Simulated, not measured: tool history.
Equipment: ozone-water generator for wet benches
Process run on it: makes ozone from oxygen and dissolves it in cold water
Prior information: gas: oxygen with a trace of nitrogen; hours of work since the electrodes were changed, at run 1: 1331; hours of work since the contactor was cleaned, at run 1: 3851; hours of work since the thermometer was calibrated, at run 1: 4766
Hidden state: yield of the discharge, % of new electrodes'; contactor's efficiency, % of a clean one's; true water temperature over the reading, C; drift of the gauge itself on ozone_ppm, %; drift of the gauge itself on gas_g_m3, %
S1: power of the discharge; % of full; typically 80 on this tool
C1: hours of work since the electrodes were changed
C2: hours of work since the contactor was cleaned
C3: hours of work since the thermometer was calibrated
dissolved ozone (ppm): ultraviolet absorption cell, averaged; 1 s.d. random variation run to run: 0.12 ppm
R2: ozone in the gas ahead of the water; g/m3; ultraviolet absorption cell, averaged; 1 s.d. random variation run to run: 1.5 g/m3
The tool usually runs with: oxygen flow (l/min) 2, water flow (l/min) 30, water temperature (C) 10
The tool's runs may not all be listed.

run 1 hour=0 | S1=80 oxygen_flow_(l/min)=2 water_flow_(l/min)=30 water_temperature_(C)=10 | C1=1331 C2=3851 C3=4766 | dissolved_ozone_(ppm)=10.5 R2=261.8
run 2 hour=38.1 | S1=80 oxygen_flow_(l/min)=2 water_flow_(l/min)=30 water_temperature_(C)=10 | C1=1366 C2=3886 C3=4802 | dissolved_ozone_(ppm)=10.8 R2=268.1
run 3 hour=72.7 | S1=80 oxygen_flow_(l/min)=2 water_flow_(l/min)=30 water_temperature_(C)=11 | C1=1398 C2=3918 C3=4834 | dissolved_ozone_(ppm)=10.5 R2=263
run 4 hour=98.9 | S1=80 oxygen_flow_(l/min)=2 water_flow_(l/min)=30 water_temperature_(C)=11 | C1=1423 C2=3943 C3=4858 | dissolved_ozone_(ppm)=10.7 R2=263.5
run 5 hour=133 | S1=80 oxygen_flow_(l/min)=2 water_flow_(l/min)=30 water_temperature_(C)=11 | C1=1455 C2=3974 C3=4890 | dissolved_ozone_(ppm)=10.5 R2=262.6
run 6 hour=190 | S1=84 oxygen_flow_(l/min)=2 water_flow_(l/min)=30 water_temperature_(C)=10 | C1=1508 C2=4027 C3=4943 | dissolved_ozone_(ppm)=10.9 R2=270.4
run 7 hour=230.4 | S1=84 oxygen_flow_(l/min)=2 water_flow_(l/min)=30 water_temperature_(C)=9 | C1=1545 C2=4065 C3=4980 | dissolved_ozone_(ppm)=10.9 R2=269.9
run 8 hour=255.8 | S1=80 oxygen_flow_(l/min)=2 water_flow_(l/min)=30 water_temperature_(C)=10 | C1=1569 C2=4088 C3=5004 | dissolved_ozone_(ppm)=10.5 R2=263.5
run 9 hour=291.2 | S1=80 oxygen_flow_(l/min)=2.09 water_flow_(l/min)=30 water_temperature_(C)=10 | C1=1602 C2=4121 C3=5037 | dissolved_ozone_(ppm)=10.8 R2=257.5
run 10 hour=324.8 | S1=80 oxygen_flow_(l/min)=2.09 water_flow_(l/min)=30 water_temperature_(C)=10 | C1=1633 C2=4153 C3=5068 | dissolved_ozone_(ppm)=10.7 R2=257.5
run 11 hour=385 | S1=80 oxygen_flow_(l/min)=2.09 water_flow_(l/min)=30 water_temperature_(C)=10 | C1=1689 C2=4209 C3=5124 | dissolved_ozone_(ppm)=10.8 R2=258.5
run 12 hour=430.7 | S1=80 oxygen_flow_(l/min)=2.09 water_flow_(l/min)=30 water_temperature_(C)=10 | C1=1731 C2=4251 C3=5166 | dissolved_ozone_(ppm)=10.7 R2=256.4
run 13 hour=490.5 | S1=97 oxygen_flow_(l/min)=2 water_flow_(l/min)=30 water_temperature_(C)=11 | C1=1787 C2=4307 C3=5222 | dissolved_ozone_(ppm)=11.2 R2=287
-- hour=512.6 water thermometer calibrated
run 14 hour=522 | S1=80 oxygen_flow_(l/min)=3.53 water_flow_(l/min)=29 water_temperature_(C)=12 | C1=1816 C2=4335 C3=9 | dissolved_ozone_(ppm)=14.2 R2=219.2
run 15 hour=552.8 | S1=80 oxygen_flow_(l/min)=3.53 water_flow_(l/min)=29 water_temperature_(C)=12 | C1=1844 C2=4364 C3=37 | dissolved_ozone_(ppm)=14.4 R2=219.6
run 16 hour=606.1 | S1=80 oxygen_flow_(l/min)=2 water_flow_(l/min)=30 water_temperature_(C)=11 | C1=1894 C2=4414 C3=87 | dissolved_ozone_(ppm)=10.5 R2=258.9
run 17 hour=653.3 | S1=48 oxygen_flow_(l/min)=1.66 water_flow_(l/min)=25 water_temperature_(C)=10 | C1=1938 C2=4457 C3=131 | dissolved_ozone_(ppm)=8.8 R2=210.6
run 18 hour=706.8 | S1=50 oxygen_flow_(l/min)=1.34 water_flow_(l/min)=25 water_temperature_(C)=10 | C1=1988 C2=4507 C3=181 | dissolved_ozone_(ppm)=7.8 R2=229.5
run 19 hour=766 | S1=55 oxygen_flow_(l/min)=2 water_flow_(l/min)=30 water_temperature_(C)=9 | C1=2043 C2=4562 C3=236 | dissolved_ozone_(ppm)=8.7 R2=212.5
run 20 hour=816.1 | S1=55 oxygen_flow_(l/min)=2 water_flow_(l/min)=30 water_temperature_(C)=9 | C1=2089 C2=4609 C3=282 | dissolved_ozone_(ppm)=8.5 R2=213.1
run 21 hour=852.8 | S1=55 oxygen_flow_(l/min)=2 water_flow_(l/min)=30 water_temperature_(C)=10 | C1=2123 C2=4643 C3=316 | dissolved_ozone_(ppm)=8.5 R2=213.1
run 22 hour=886.2 | S1=40 oxygen_flow_(l/min)=2.64 water_flow_(l/min)=19 water_temperature_(C)=11 | C1=2154 C2=4674 C3=347 | dissolved_ozone_(ppm)=13.4 R2=164.7
run 23 hour=928.1 | S1=40 oxygen_flow_(l/min)=2.64 water_flow_(l/min)=19 water_temperature_(C)=11 | C1=2193 C2=4713 C3=386 | dissolved_ozone_(ppm)=13.1 R2=165.9

Forecast each of these 5 alternatives for the next run:
run A hour=983.5 | S1=65 oxygen_flow_(l/min)=1 water_flow_(l/min)=30 water_temperature_(C)=12 | C1=2245 C2=4764 C3=438 | dissolved_ozone_(ppm)=? R2=?
run B hour=983.5 | S1=80 oxygen_flow_(l/min)=1.05 water_flow_(l/min)=23 water_temperature_(C)=6 | C1=2245 C2=4764 C3=438 | dissolved_ozone_(ppm)=? R2=?
run C hour=983.5 | S1=40 oxygen_flow_(l/min)=1.05 water_flow_(l/min)=26 water_temperature_(C)=8 | C1=2245 C2=4764 C3=438 | dissolved_ozone_(ppm)=? R2=?
run D hour=983.5 | S1=80 oxygen_flow_(l/min)=2 water_flow_(l/min)=47 water_temperature_(C)=10 | C1=2245 C2=4764 C3=438 | dissolved_ozone_(ppm)=? R2=?
run E hour=983.5 | S1=40 oxygen_flow_(l/min)=1.23 water_flow_(l/min)=36 water_temperature_(C)=11 | C1=2245 C2=4764 C3=438 | dissolved_ozone_(ppm)=? R2=?

run=A dissolved_ozone_(ppm)=6.2 R2=284.6
run=B dissolved_ozone_(ppm)=9.8 R2=313.5
run=C dissolved_ozone_(ppm)=5.9 R2=218.1
run=D dissolved_ozone_(ppm)=5.9 R2=257.2
run=E dissolved_ozone_(ppm)=4.3 R2=209.3
Without the tool's hidden state the same runs would have given:
run=A dissolved_ozone_(ppm)=6.8 R2=303.2
run=B dissolved_ozone_(ppm)=10.8 R2=336.4
run=C dissolved_ozone_(ppm)=6.4 R2=228.5
run=D dissolved_ozone_(ppm)=6.5 R2=276
run=E dissolved_ozone_(ppm)=4.6 R2=219.3
